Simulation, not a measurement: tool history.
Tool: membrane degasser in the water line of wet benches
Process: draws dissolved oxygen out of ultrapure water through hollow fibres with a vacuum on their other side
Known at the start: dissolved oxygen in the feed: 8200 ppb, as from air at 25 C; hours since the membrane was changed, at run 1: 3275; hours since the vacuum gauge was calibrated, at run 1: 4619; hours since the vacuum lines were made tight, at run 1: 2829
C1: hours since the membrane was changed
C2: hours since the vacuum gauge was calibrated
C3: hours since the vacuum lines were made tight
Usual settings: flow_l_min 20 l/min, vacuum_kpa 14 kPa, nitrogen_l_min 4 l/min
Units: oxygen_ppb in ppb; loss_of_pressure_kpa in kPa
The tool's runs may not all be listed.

{"run": 1, "hour": 0.0, "flow_l_min": 20, "vacuum_kpa": 14, "nitrogen_l_min": 4, "C1": 3275, "C2": 4619, "C3": 2829, "oxygen_ppb": 137.1, "loss_of_pressure_kpa": 53.6}
{"run": 2, "hour": 83.8, "flow_l_min": 20, "vacuum_kpa": 11.4, "nitrogen_l_min": 4, "C1": 3359, "C2": 4703, "C3": 2913, "oxygen_ppb": 104.8, "loss_of_pressure_kpa": 53.63}
{"run": 3, "hour": 197.7, "flow_l_min": 20, "vacuum_kpa": 14, "nitrogen_l_min": 4, "C1": 3473, "C2": 4817, "C3": 3027, "oxygen_ppb": 135.2, "loss_of_pressure_kpa": 53.34}
{"run": 4, "hour": 273.4, "flow_l_min": 20, "vacuum_kpa": 14, "nitrogen_l_min": 4, "C1": 3548, "C2": 4892, "C3": 3102, "oxygen_ppb": 135.6, "loss_of_pressure_kpa": 53.62}
{"run": 5, "hour": 391.3, "flow_l_min": 20, "vacuum_kpa": 14, "nitrogen_l_min": 4, "C1": 3666, "C2": 5010, "C3": 3220, "oxygen_ppb": 135.6, "loss_of_pressure_kpa": 53.04}
{"run": 6, "hour": 458.8, "flow_l_min": 20, "vacuum_kpa": 14, "nitrogen_l_min": 4, "C1": 3734, "C2": 5078, "C3": 3288, "oxygen_ppb": 136.3, "loss_of_pressure_kpa": 53.51}
{"run": 7, "hour": 561.1, "flow_l_min": 20, "vacuum_kpa": 14, "nitrogen_l_min": 4, "C1": 3836, "C2": 5180, "C3": 3390, "oxygen_ppb": 136.1, "loss_of_pressure_kpa": 53.7}
{"run": 8, "hour": 635.5, "flow_l_min": 24, "vacuum_kpa": 14, "nitrogen_l_min": 4, "C1": 3910, "C2": 5254, "C3": 3465, "oxygen_ppb": 169, "loss_of_pressure_kpa": 64.37}
{"hour": 654.2, "done": "vacuum gauge calibrated"}
{"run": 9, "hour": 714.1, "flow_l_min": 24, "vacuum_kpa": 14, "nitrogen_l_min": 4, "C1": 3988, "C2": 60, "C3": 3543, "oxygen_ppb": 170.1, "loss_of_pressure_kpa": 64.06}
{"run": 10, "hour": 816.2, "flow_l_min": 24, "vacuum_kpa": 22.9, "nitrogen_l_min": 4, "C1": 4091, "C2": 162, "C3": 3645, "oxygen_ppb": 291.5, "loss_of_pressure_kpa": 63.94}
{"run": 11, "hour": 885.5, "flow_l_min": 24, "vacuum_kpa": 22.9, "nitrogen_l_min": 8.63, "C1": 4160, "C2": 231, "C3": 3714, "oxygen_ppb": 147.3, "loss_of_pressure_kpa": 64.28}
{"run": 12, "hour": 1001.8, "flow_l_min": 12, "vacuum_kpa": 14, "nitrogen_l_min": 4, "C1": 4276, "C2": 348, "C3": 3830, "oxygen_ppb": 79.7, "loss_of_pressure_kpa": 31.95}
{"run": 13, "hour": 1125.2, "flow_l_min": 12, "vacuum_kpa": 14, "nitrogen_l_min": 4, "C1": 4400, "C2": 471, "C3": 3954, "oxygen_ppb": 79.9, "loss_of_pressure_kpa": 32.3}
{"run": 14, "hour": 1232.8, "flow_l_min": 20, "vacuum_kpa": 14, "nitrogen_l_min": 4, "C1": 4507, "C2": 579, "C3": 4061, "oxygen_ppb": 135.5, "loss_of_pressure_kpa": 53.51}
{"run": 15, "hour": 1292.2, "flow_l_min": 13, "vacuum_kpa": 28.5, "nitrogen_l_min": 11.5, "C1": 4567, "C2": 638, "C3": 4121, "oxygen_ppb": 71.1, "loss_of_pressure_kpa": 34.65}
{"run": 16, "hour": 1386.1, "flow_l_min": 13, "vacuum_kpa": 28.5, "nitrogen_l_min": 11.5, "C1": 4660, "C2": 732, "C3": 4215, "oxygen_ppb": 71.9, "loss_of_pressure_kpa": 34.96}
{"run": 17, "hour": 1460.9, "flow_l_min": 17, "vacuum_kpa": 33.7, "nitrogen_l_min": 7.22, "C1": 4735, "C2": 807, "C3": 4289, "oxygen_ppb": 177.8, "loss_of_pressure_kpa": 45.36}
{"run": 18, "hour": 1551.2, "flow_l_min": 28, "vacuum_kpa": 26.6, "nitrogen_l_min": 4, "C1": 4826, "C2": 897, "C3": 4380, "oxygen_ppb": 404.7, "loss_of_pressure_kpa": 74.93}
{"run": 19, "hour": 1604.3, "flow_l_min": 28, "vacuum_kpa": 26.6, "nitrogen_l_min": 4, "C1": 4879, "C2": 950, "C3": 4433, "oxygen_ppb": 406.3, "loss_of_pressure_kpa": 74.93}
{"run": 20, "hour": 1714.7, "flow_l_min": 28, "vacuum_kpa": 26.6, "nitrogen_l_min": 4, "C1": 4989, "C2": 1060, "C3": 4543, "oxygen_ppb": 402.3, "loss_of_pressure_kpa": 75.02}
{"run": 21, "hour": 1804.6, "flow_l_min": 28, "vacuum_kpa": 26.6, "nitrogen_l_min": 4, "C1": 5079, "C2": 1150, "C3": 4633, "oxygen_ppb": 402.4, "loss_of_pressure_kpa": 75.02}
{"run": 22, "hour": 1869.9, "flow_l_min": 19, "vacuum_kpa": 14, "nitrogen_l_min": 4.16, "C1": 5144, "C2": 1216, "C3": 4698, "oxygen_ppb": 123.7, "loss_of_pressure_kpa": 50.6}
{"run": 23, "hour": 1940.9, "flow_l_min": 19, "vacuum_kpa": 14, "nitrogen_l_min": 4.16, "C1": 5215, "C2": 1287, "C3": 4769, "oxygen_ppb": 123.2, "loss_of_pressure_kpa": 50.62}
{"run": 24, "hour": 2056.2, "flow_l_min": 19, "vacuum_kpa": 14, "nitrogen_l_min": 4.16, "C1": 5331, "C2": 1402, "C3": 4885, "oxygen_ppb": 123.8, "loss_of_pressure_kpa": 50.91}
{"run": 25, "hour": 2136.5, "flow_l_min": 12, "vacuum_kpa": 14, "nitrogen_l_min": 6.21, "C1": 5411, "C2": 1482, "C3": 4965, "oxygen_ppb": 51.6, "loss_of_pressure_kpa": 32.27}
{"run": 26, "hour": 2227.6, "flow_l_min": 12, "vacuum_kpa": 14, "nitrogen_l_min": 6.21, "C1": 5502, "C2": 1573, "C3": 5056, "oxygen_ppb": 52.1, "loss_of_pressure_kpa": 31.7}
{"run": 27, "hour": 2308.6, "flow_l_min": 25, "vacuum_kpa": 12.2, "nitrogen_l_min": 4.14, "C1": 5583, "C2": 1654, "C3": 5137, "oxygen_ppb": 148.5, "loss_of_pressure_kpa": 67.07}

3 ways to go on from here, each from the tool as it stands after run 27. What would each give?
{"run": "A", "hour": 2403.4, "flow_l_min": 13, "vacuum_kpa": 17.8, "nitrogen_l_min": 4.95, "C1": 5678, "C2": 1749, "C3": 5232, "oxygen_ppb": "?", "loss_of_pressure_kpa": "?"}
{"run": "B", "hour": 2403.4, "flow_l_min": 15, "vacuum_kpa": 14, "nitrogen_l_min": 3.73, "C1": 5678, "C2": 1749, "C3": 5232, "oxygen_ppb": "?", "loss_of_pressure_kpa": "?"}
{"run": "C", "hour": 2403.4, "flow_l_min": 26, "vacuum_kpa": 12.2, "nitrogen_l_min": 4.14, "C1": 5678, "C2": 1749, "C3": 5232, "oxygen_ppb": "?", "loss_of_pressure_kpa": "?"}

run=A oxygen_ppb=93.8 loss_of_pressure_kpa=34.77
run=B oxygen_ppb=106.5 loss_of_pressure_kpa=39.98
run=C oxygen_ppb=157.5 loss_of_pressure_kpa=69.8
Without the tool's hidden state the same runs would have given:
run=A oxygen_ppb=93.7 loss_of_pressure_kpa=34.74
run=B oxygen_ppb=106.4 loss_of_pressure_kpa=39.94
run=C oxygen_ppb=157.3 loss_of_pressure_kpa=69.74
